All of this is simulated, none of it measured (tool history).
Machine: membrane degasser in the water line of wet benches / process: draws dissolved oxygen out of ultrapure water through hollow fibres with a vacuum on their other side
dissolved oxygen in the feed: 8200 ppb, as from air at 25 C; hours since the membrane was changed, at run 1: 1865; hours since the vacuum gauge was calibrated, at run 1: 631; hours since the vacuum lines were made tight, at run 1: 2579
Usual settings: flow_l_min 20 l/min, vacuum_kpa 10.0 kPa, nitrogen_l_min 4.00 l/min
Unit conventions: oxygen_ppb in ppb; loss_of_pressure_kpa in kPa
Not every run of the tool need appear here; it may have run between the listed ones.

run	day	flow_l_min	vacuum_kpa	nitrogen_l_min	hours since the membrane was changed	hours since the vacuum gauge was calibrated	hours since the vacuum lines were made tight	oxygen_ppb	loss_of_pressure_kpa
1	0.000	20	10.0	4.00	1865	631	2579	416.6	38.78
2	3.267	20	10.0	4.00	1944	709	2657	411.0	38.89
3	6.475	20	10.0	4.00	2021	786	2734	410.0	39.01
4	8.538	20	10.0	4.00	2070	836	2784	417.6	38.95
5	10.817	20	10.0	4.00	2125	891	2838	413.6	38.78
6	12.479	20	10.0	4.00	2165	930	2878	414.2	38.54
7	14.612	20	10.0	4.00	2216	982	2929	411.6	38.79
8	17.967	20	10.0	4.00	2296	1062	3010	408.8	38.47
9	19.762	20	10.0	4.00	2339	1105	3053	407.5	39.00
10	22.896	17	10.0	4.00	2415	1181	3128	344.1	32.81
11	25.342	17	10.0	4.00	2473	1239	3187	340.6	32.98
12	26.846	20	12.9	4.00	2509	1275	3223	443.1	39.17
13	30.533	20	12.9	4.00	2598	1364	3312	447.9	39.05
14	32.633	21	10.0	4.00	2648	1414	3362	442.3	41.32
15	36.279	14	9.3	4.00	2736	1502	3449	269.5	27.24
16	39.529	20	18.2	9.93	2814	1580	3527	410.3	39.10
17	43.221	24	18.2	6.92	2902	1668	3616	532.1	46.69
18	45.638	23	6.5	9.48	2960	1726	3674	429.2	44.63
19	48.592	18	23.4	4.58	3031	1797	3745	492.4	35.03
20	50.275	18	23.4	4.58	3072	1838	3785	485.7	35.10
21	54.008	18	10.3	4.58	3161	1927	3875	366.4	35.19
22	57.492	15	21.3	4.58	3245	2011	3958	377.8	29.46
23	59.871	20	7.4	2.54	3302	2068	4016	418.1	39.16
24	61.862	22	7.4	2.54	3350	2116	4063	466.4	42.99
25	65.058	20	13.0	2.04	3427	2192	4140	558.2	39.20
26	67.788	16	10.0	5.17	3492	2258	4206	311.3	31.01
27	70.717	16	10.0	5.17	3562	2328	4276	314.2	31.30
28	73.883	20	24.1	3.19	3638	2404	4352	647.3	39.09

Hidden state or all else? Some run-to-run changes of oxygen_ppb, split into what the settings, what came in and random variation would give without the hidden state, and what is left for the hidden state (with any gauge scatter that isn't in both results):
Unlogged tool condition in this case: membrane still open, %; true pressure behind the membrane over the reading, kPa; air that leaks in behind the membrane, l/min; drift of the gauge itself on oxygen_ppb, %; drift of the gauge itself on loss_of_pressure_kpa, %.
Run 25 -> 26: flow_l_min 20 -> 16, vacuum_kpa 13.0 -> 10.0, nitrogen_l_min 2.04 -> 5.17. oxygen_ppb -246.9 ppb: hidden state -7.5, all else -239.4.
Run 27 -> 28: flow_l_min 16 -> 20, vacuum_kpa 10.0 -> 24.1, nitrogen_l_min 5.17 -> 3.19. oxygen_ppb +333.1 ppb: hidden state +9.4, all else +323.7.
